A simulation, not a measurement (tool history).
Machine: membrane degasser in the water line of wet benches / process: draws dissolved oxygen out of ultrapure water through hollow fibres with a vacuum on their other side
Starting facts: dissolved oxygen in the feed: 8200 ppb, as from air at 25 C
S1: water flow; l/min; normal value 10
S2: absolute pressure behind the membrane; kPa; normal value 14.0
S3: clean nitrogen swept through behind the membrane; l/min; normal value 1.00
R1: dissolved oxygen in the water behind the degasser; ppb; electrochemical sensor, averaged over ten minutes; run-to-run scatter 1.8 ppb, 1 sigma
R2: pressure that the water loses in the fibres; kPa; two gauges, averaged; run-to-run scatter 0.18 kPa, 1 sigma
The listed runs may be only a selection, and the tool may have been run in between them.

run,day,S1,S2,S3,R1,R2
1,0.000,10,14.0,1.00,264.4,31.99
2,1.571,10,12.0,1.00,212.2,32.21
3,4.262,10,14.0,1.00,257.6,32.20
4,6.292,10,14.0,1.00,260.2,32.08
5,8.746,10,14.0,0.57,427.0,32.15
6,10.775,10,14.0,0.57,427.8,32.19
7,12.729,10,14.0,1.00,256.7,32.12
8,14.083,10,14.0,1.00,259.8,32.31
9,15.433,10,14.0,1.00,261.3,32.11
10,17.992,10,14.0,1.00,256.8,32.13
11,20.412,10,14.0,1.00,256.8,31.88
12,21.929,10,14.0,1.00,262.6,32.00
13,24.133,10,14.0,1.00,259.3,32.24
14,25.792,10,10.9,1.00,190.1,32.34
15,27.812,10,14.0,0.91,285.0,32.39
16,29.679,10,14.0,0.91,283.5,31.97
# day 31.983: vacuum gauge calibrated
17,32.104,16,14.0,1.52,271.6,51.54
18,34.338,16,14.0,1.52,275.0,51.22
19,35.492,16,14.0,1.52,273.3,51.67
20,38.067,16,14.0,1.81,234.7,51.65
21,40.450,16,14.0,1.81,239.1,52.09
22,42.500,11,16.4,1.00,344.8,35.74
23,43.975,10,14.0,1.04,247.9,32.40
24,45.575,11,26.1,0.54,950.6,35.46
25,47.012,7,13.3,2.51,73.2,22.60
26,48.204,10,17.1,0.62,497.3,32.25
27,50.238,10,17.1,0.62,502.1,32.48
28,52.342,10,12.5,1.00,223.2,32.27
29,54.279,15,12.5,1.00,326.8,48.31
30,56.288,15,12.5,1.00,325.4,48.46
31,58.333,13,32.9,0.55,1344.0,42.21
32,60.012,10,25.7,2.47,229.5,32.15

Consider 3 possible next runs. They are alternatives, not a sequence: every one starts from the tool as it was left by run 32. What does each give?
A,61.788,7,14.0,1.00,?,?
B,61.788,12,25.7,2.47,?,?
C,61.788,14,25.7,0.77,?,?

run,R1,R2
A,187.5,22.48
B,266.8,39.20
C,850.7,45.21
Had the tool no hidden state, the same runs would have come out as:
run,R1,R2
A,179.5,22.19
B,259.5,38.68
C,836.8,44.62
